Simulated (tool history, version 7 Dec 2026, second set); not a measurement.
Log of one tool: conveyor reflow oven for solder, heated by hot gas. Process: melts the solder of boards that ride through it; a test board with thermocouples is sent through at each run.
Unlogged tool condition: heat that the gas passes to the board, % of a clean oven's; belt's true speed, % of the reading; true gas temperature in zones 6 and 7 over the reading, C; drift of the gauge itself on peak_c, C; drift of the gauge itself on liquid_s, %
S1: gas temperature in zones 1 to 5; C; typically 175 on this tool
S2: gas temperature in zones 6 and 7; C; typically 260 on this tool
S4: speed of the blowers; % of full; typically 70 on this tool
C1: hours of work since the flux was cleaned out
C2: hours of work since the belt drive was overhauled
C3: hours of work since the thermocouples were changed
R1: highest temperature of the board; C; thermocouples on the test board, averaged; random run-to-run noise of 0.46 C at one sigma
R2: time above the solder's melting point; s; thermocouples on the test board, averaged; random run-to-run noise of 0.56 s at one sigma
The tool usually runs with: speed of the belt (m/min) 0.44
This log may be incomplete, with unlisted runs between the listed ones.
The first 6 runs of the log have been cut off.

{"run": 7, "hour": 79.5, "S1": 175, "S2": 260, "speed of the belt (m/min)": 0.44, "S4": 70, "C1": 272, "C2": 292, "C3": 450, "R1": 241.5, "R2": 60.2}
{"run": 8, "hour": 92.7, "S1": 175, "S2": 260, "speed of the belt (m/min)": 0.44, "S4": 70, "C1": 280, "C2": 299, "C3": 457, "R1": 242.2, "R2": 59.3}
{"run": 9, "hour": 107.1, "S1": 175, "S2": 260, "speed of the belt (m/min)": 0.44, "S4": 70, "C1": 288, "C2": 308, "C3": 465, "R1": 241.2, "R2": 59.8}
{"run": 10, "hour": 124.4, "S1": 175, "S2": 260, "speed of the belt (m/min)": 0.44, "S4": 83, "C1": 297, "C2": 317, "C3": 475, "R1": 244.1, "R2": 64.5}
{"run": 11, "hour": 142.8, "S1": 175, "S2": 260, "speed of the belt (m/min)": 0.44, "S4": 83, "C1": 308, "C2": 327, "C3": 485, "R1": 242.8, "R2": 63.3}
{"run": 12, "hour": 161.4, "S1": 175, "S2": 260, "speed of the belt (m/min)": 0.44, "S4": 83, "C1": 318, "C2": 338, "C3": 496, "R1": 243.5, "R2": 63.7}
{"run": 13, "hour": 174.9, "S1": 175, "S2": 260, "speed of the belt (m/min)": 0.44, "S4": 83, "C1": 326, "C2": 345, "C3": 503, "R1": 243.2, "R2": 63}
{"run": 14, "hour": 191.1, "S1": 175, "S2": 260, "speed of the belt (m/min)": 0.44, "S4": 83, "C1": 335, "C2": 355, "C3": 512, "R1": 243.1, "R2": 63.7}
{"run": 15, "hour": 206.2, "S1": 175, "S2": 260, "speed of the belt (m/min)": 0.44, "S4": 83, "C1": 343, "C2": 363, "C3": 521, "R1": 243, "R2": 63.4}
{"run": 16, "hour": 217.9, "S1": 175, "S2": 260, "speed of the belt (m/min)": 0.44, "S4": 83, "C1": 350, "C2": 370, "C3": 527, "R1": 243.3, "R2": 62.8}
{"run": 17, "hour": 232.0, "S1": 175, "S2": 260, "speed of the belt (m/min)": 0.44, "S4": 83, "C1": 358, "C2": 378, "C3": 535, "R1": 242.7, "R2": 62.2}
{"hour": 238.6, "done": "flux residue cleaned out of gas plates and filters"}
{"run": 18, "hour": 249.3, "S1": 175, "S2": 260, "speed of the belt (m/min)": 0.44, "S4": 51, "C1": 6, "C2": 384, "C3": 542, "R1": 234.5, "R2": 46.2}
{"run": 19, "hour": 270.1, "S1": 175, "S2": 260, "speed of the belt (m/min)": 0.413, "S4": 51, "C1": 18, "C2": 396, "C3": 554, "R1": 237.4, "R2": 54}
{"run": 20, "hour": 279.3, "S1": 182, "S2": 263, "speed of the belt (m/min)": 0.496, "S4": 56, "C1": 23, "C2": 401, "C3": 559, "R1": 236.2, "R2": 44.3}
{"run": 21, "hour": 297.7, "S1": 176, "S2": 260, "speed of the belt (m/min)": 0.44, "S4": 84, "C1": 33, "C2": 412, "C3": 569, "R1": 240.9, "R2": 60.6}
{"hour": 314.8, "done": "flux residue cleaned out of gas plates and filters, once more"}
{"run": 22, "hour": 317.5, "S1": 176, "S2": 255, "speed of the belt (m/min)": 0.353, "S4": 56, "C1": 1, "C2": 420, "C3": 578, "R1": 240.7, "R2": 78.2}
{"run": 23, "hour": 336.5, "S1": 176, "S2": 255, "speed of the belt (m/min)": 0.353, "S4": 56, "C1": 12, "C2": 430, "C3": 588, "R1": 241, "R2": 78.6}
{"run": 24, "hour": 355.4, "S1": 174, "S2": 261, "speed of the belt (m/min)": 0.353, "S4": 56, "C1": 23, "C2": 441, "C3": 599, "R1": 246.9, "R2": 84.3}
{"run": 25, "hour": 369.9, "S1": 175, "S2": 260, "speed of the belt (m/min)": 0.39, "S4": 70, "C1": 31, "C2": 449, "C3": 607, "R1": 245.7, "R2": 77}
{"run": 26, "hour": 387.8, "S1": 167, "S2": 274, "speed of the belt (m/min)": 0.39, "S4": 70, "C1": 41, "C2": 459, "C3": 617, "R1": 256.6, "R2": 82.7}
{"run": 27, "hour": 405.7, "S1": 162, "S2": 260, "speed of the belt (m/min)": 0.44, "S4": 56, "C1": 51, "C2": 469, "C3": 627, "R1": 236, "R2": 47.9}
{"run": 28, "hour": 419.7, "S1": 177, "S2": 249, "speed of the belt (m/min)": 0.475, "S4": 70, "C1": 59, "C2": 477, "C3": 635, "R1": 231.3, "R2": 42.6}
{"run": 29, "hour": 430.2, "S1": 175, "S2": 260, "speed of the belt (m/min)": 0.457, "S4": 51, "C1": 65, "C2": 483, "C3": 641, "R1": 236.3, "R2": 47.9}
{"run": 30, "hour": 447.0, "S1": 178, "S2": 268, "speed of the belt (m/min)": 0.355, "S4": 70, "C1": 74, "C2": 492, "C3": 650, "R1": 255.8, "R2": 97.1}
{"run": 31, "hour": 460.2, "S1": 178, "S2": 268, "speed of the belt (m/min)": 0.355, "S4": 70, "C1": 81, "C2": 500, "C3": 658, "R1": 254.7, "R2": 98}

3 ways to go on from here, each from the tool as it stands after run 31. What would each give?
{"run": "A", "hour": 476.4, "S1": 182, "S2": 256, "speed of the belt (m/min)": 0.428, "S4": 70, "C1": 91, "C2": 509, "C3": 667, "R1": "?", "R2": "?"}
{"run": "B", "hour": 476.4, "S1": 178, "S2": 268, "speed of the belt (m/min)": 0.355, "S4": 62, "C1": 91, "C2": 509, "C3": 667, "R1": "?", "R2": "?"}
{"run": "C", "hour": 476.4, "S1": 178, "S2": 268, "speed of the belt (m/min)": 0.355, "S4": 90, "C1": 91, "C2": 509, "C3": 667, "R1": "?", "R2": "?"}

run=A R1=240.6 R2=66
run=B R1=254.1 R2=95.7
run=C R1=256.9 R2=100.9
Without the tool's hidden state the same runs would have given:
run=A R1=243.4 R2=68.8
run=B R1=256.9 R2=97.5
run=C R1=259.8 R2=102.2
